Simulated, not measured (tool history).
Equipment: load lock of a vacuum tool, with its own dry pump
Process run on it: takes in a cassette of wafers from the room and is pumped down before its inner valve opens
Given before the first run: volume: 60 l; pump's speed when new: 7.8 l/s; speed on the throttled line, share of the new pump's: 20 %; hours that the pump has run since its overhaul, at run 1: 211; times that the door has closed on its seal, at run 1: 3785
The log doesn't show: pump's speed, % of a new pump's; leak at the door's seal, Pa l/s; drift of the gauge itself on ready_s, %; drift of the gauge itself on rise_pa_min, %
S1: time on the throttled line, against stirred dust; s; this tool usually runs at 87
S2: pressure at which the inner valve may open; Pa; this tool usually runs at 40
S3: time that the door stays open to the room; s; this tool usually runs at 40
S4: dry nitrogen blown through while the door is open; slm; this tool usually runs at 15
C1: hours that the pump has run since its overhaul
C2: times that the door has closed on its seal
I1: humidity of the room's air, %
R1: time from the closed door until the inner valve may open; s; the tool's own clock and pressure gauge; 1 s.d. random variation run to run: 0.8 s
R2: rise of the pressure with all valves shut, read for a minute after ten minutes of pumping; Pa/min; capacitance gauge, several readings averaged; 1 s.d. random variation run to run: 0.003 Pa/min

{"run": 1, "hour": 0.0, "S1": 87, "S2": 40, "S3": 40, "S4": 15, "C1": 211, "C2": 3785, "I1": 48.7, "R1": 131.6, "R2": 0.031}
{"run": 2, "hour": 188.1, "S1": 46, "S2": 40, "S3": 40, "S4": 15, "C1": 399, "C2": 4038, "I1": 46.3, "R1": 96.9, "R2": 0.033}
{"run": 3, "hour": 331.0, "S1": 46, "S2": 40, "S3": 40, "S4": 15, "C1": 542, "C2": 4230, "I1": 44.2, "R1": 99, "R2": 0.032}
{"run": 4, "hour": 508.6, "S1": 46, "S2": 40, "S3": 40, "S4": 15, "C1": 719, "C2": 4468, "I1": 46.3, "R1": 99, "R2": 0.029}
{"run": 5, "hour": 663.7, "S1": 46, "S2": 40, "S3": 40, "S4": 15, "C1": 875, "C2": 4677, "I1": 47.4, "R1": 98.3, "R2": 0.031}
{"run": 6, "hour": 780.0, "S1": 46, "S2": 40, "S3": 40, "S4": 15, "C1": 991, "C2": 4833, "I1": 47.6, "R1": 97.9, "R2": 0.037}
{"run": 7, "hour": 991.0, "S1": 46, "S2": 40, "S3": 40, "S4": 15, "C1": 1202, "C2": 5116, "I1": 43.4, "R1": 98.4, "R2": 0.03}
{"run": 8, "hour": 1085.9, "S1": 87, "S2": 40, "S3": 104, "S4": 5, "C1": 1297, "C2": 5244, "I1": 43.9, "R1": 130.9, "R2": 0.074}
{"run": 9, "hour": 1244.3, "S1": 87, "S2": 40, "S3": 35, "S4": 5, "C1": 1455, "C2": 5456, "I1": 44.1, "R1": 131.8, "R2": 0.039}
{"run": 10, "hour": 1401.8, "S1": 87, "S2": 40, "S3": 35, "S4": 5, "C1": 1613, "C2": 5668, "I1": 44.4, "R1": 130.8, "R2": 0.036}

A few steps of R1 between consecutive runs. Split each: what settings, incoming material and random variation would produce without the hidden state, and what is left over for the hidden state, along with gauge scatter present in only one of the two compared results (measured, and without hidden state):
Run 1 -> 2: S1 87 -> 46. R1 -34.7 s: hidden state +0.2, all else -34.9.
